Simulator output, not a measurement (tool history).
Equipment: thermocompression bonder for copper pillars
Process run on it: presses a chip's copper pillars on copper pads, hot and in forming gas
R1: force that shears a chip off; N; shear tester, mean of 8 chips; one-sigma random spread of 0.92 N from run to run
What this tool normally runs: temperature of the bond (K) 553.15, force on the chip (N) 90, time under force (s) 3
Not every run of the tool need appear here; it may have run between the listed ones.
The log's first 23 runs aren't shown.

Run 24, hour 340.8: usual settings but temperature of the bond (K) 527.15, force on the chip (N) 118, time under force (s) 4. Result: R1 78.8 N.
Run 25, hour 350.4: usual settings but temperature of the bond (K) 527.15, force on the chip (N) 118, time under force (s) 4. Result: R1 79.6 N.
Run 26, hour 360.3: usual settings. Result: R1 77.5 N.
Run 27, hour 368.8: usual settings but temperature of the bond (K) 575.15, time under force (s) 2. Result: R1 84.2 N.
Run 28, hour 377.5: usual settings but temperature of the bond (K) 559.15, force on the chip (N) 127, time under force (s) 2. Result: R1 88.3 N.
Run 29, hour 396.3: usual settings but temperature of the bond (K) 582.15, force on the chip (N) 55, time under force (s) 5. Result: R1 86.5 N.
Run 30, hour 409.7: usual settings but temperature of the bond (K) 567.15, force on the chip (N) 56. Result: R1 64.1 N.
Run 31, hour 418.4: usual settings but temperature of the bond (K) 567.15, force on the chip (N) 56. Result: R1 64.5 N.
Run 32, hour 427.2: usual settings but temperature of the bond (K) 567.15, force on the chip (N) 56. Result: R1 65.8 N.
Run 33, hour 444.1: usual settings but temperature of the bond (K) 567.15, force on the chip (N) 56. Result: R1 65.8 N.
At hour 455.4: forming gas filter changed.
Run 34, hour 455.4: usual settings but temperature of the bond (K) 567.15, force on the chip (N) 56. Result: R1 64.7 N.

5 options for the next run, each taken on its own from the tool as it stands now. Forecast them:
Run A, hour 466.5: usual settings but temperature of the bond (K) 580.15. Result: R1 ?.
Run B, hour 466.5: usual settings but temperature of the bond (K) 562.15, force on the chip (N) 87, time under force (s) 8. Result: R1 ?.
Run C, hour 466.5: usual settings but temperature of the bond (K) 547.15, force on the chip (N) 54, time under force (s) 2. Result: R1 ?.
Run D, hour 466.5: usual settings but temperature of the bond (K) 537.15, force on the chip (N) 131, time under force (s) 6. Result: R1 ?.
Run E, hour 466.5: usual settings but temperature of the bond (K) 528.15, force on the chip (N) 84, time under force (s) 8. Result: R1 ?.

run     R1
  A   94.4
  B  106.4
  C   42.4
  D  103.2
  E   79.8
What these runs would have given with no unlogged condition in the tool:
run     R1
  A   94.1
  B  106.1
  C     42
  D  102.8
  E   79.3

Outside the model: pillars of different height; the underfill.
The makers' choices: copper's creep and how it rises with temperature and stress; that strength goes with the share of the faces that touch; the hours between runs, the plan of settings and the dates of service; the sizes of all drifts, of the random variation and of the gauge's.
